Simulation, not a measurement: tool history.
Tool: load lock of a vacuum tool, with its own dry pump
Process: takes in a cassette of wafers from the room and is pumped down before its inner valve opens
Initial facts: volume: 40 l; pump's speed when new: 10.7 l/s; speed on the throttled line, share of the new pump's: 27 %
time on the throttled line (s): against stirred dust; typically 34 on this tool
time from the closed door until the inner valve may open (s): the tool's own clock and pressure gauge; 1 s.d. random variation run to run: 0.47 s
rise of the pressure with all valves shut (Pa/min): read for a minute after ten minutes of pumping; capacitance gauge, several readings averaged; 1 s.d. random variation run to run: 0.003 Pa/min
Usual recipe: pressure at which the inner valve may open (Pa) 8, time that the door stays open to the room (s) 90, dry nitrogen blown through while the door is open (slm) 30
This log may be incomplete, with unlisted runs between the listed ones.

run    hour  time on the throttled line (s)  pressure at which the inner valve may open (Pa)  time that the door stays open to the room (s)  dry nitrogen blown through while the door is open (slm)  incoming humidity of the room's air, %  time from the closed door until the inner valve may open (s)  rise of the pressure with all valves shut (Pa/min)
  1     0.0                              34                                                8                                             90                                                       30                                    44.9                                                          65.0                                               0.044
  2    47.7                              38                                                8                                             90                                                       30                                    42.9                                                          66.9                                               0.042
  3   130.1                              38                                                8                                             90                                                       30                                    42.9                                                          67.2                                               0.042
  4   224.3                              34                                                8                                             90                                                       30                                    46.4                                                          64.1                                               0.053
  5   271.9                              34                                                8                                             90                                                       30                                    43.2                                                          63.5                                               0.050
  6   342.1                              34                                                8                                             90                                                       30                                    45.9                                                          63.9                                               0.048
  7   419.8                              34                                                8                                             90                                                       30                                    44.0                                                          64.0                                               0.054
  8   507.7                              34                                                8                                             90                                                       30                                    45.4                                                          63.8                                               0.049
  9   601.6                              34                                                8                                            138                                                       30                                    46.0                                                          64.4                                               0.054
 10   671.9                              34                                                8                                             46                                                       14                                    44.6                                                          63.9                                               0.048
 11   755.2                              27                                               10                                             90                                                       30                                    44.5                                                          58.9                                               0.053
 12   849.5                              27                                               10                                             90                                                       30                                    45.3                                                          59.1                                               0.055
 13   910.7                              34                                                9                                             90                                                       30                                    45.7                                                          64.4                                               0.054
 14   986.1                              34                                                9                                             90                                                       30                                    45.8                                                          64.3                                               0.050
 15  1077.5                              29                                               11                                            223                                                       30                                    45.0                                                          58.9                                               0.077
 16  1138.7                              33                                                9                                             40                                                       17                                    44.4                                                          63.3                                               0.050
 17  1216.5                              46                                               15                                             90                                                       30                                    41.9                                                          70.1                                               0.049
 18  1261.8                              46                                               15                                             97                                                       30                                    46.0                                                          71.1                                               0.055

Here are 5 independent what-if runs from the current tool condition. What would each one return?
  A  1309.0                              46                                                8                                             78                                                       18                                    46.0                                                             ?                                                   ?
  B  1309.0                              55                                               15                                             97                                                        8                                    50.1                                                             ?                                                   ?
  C  1309.0                              34                                               10                                            161                                                       27                                    44.3                                                             ?                                                   ?
  D  1309.0                              46                                                7                                             76                                                        5                                    45.2                                                             ?                                                   ?
  E  1309.0                              23                                                8                                             97                                                       30                                    46.6                                                             ?                                                   ?

run  time from the closed door until the inner valve may open (s)  rise of the pressure with all valves shut (Pa/min)
  A                                                          72.9                                               0.062
  B                                                          76.1                                               0.069
  C                                                          63.5                                               0.072
  D                                                          73.7                                               0.070
  E                                                          56.6                                               0.060
With the hidden condition removed and each run's random variation left untouched, the same runs would have given:
run  time from the closed door until the inner valve may open (s)  rise of the pressure with all valves shut (Pa/min)
  A                                                          69.4                                               0.028
  B                                                          73.4                                               0.035
  C                                                          59.7                                               0.038
  D                                                          70.2                                               0.035
  E                                                          52.2                                               0.026
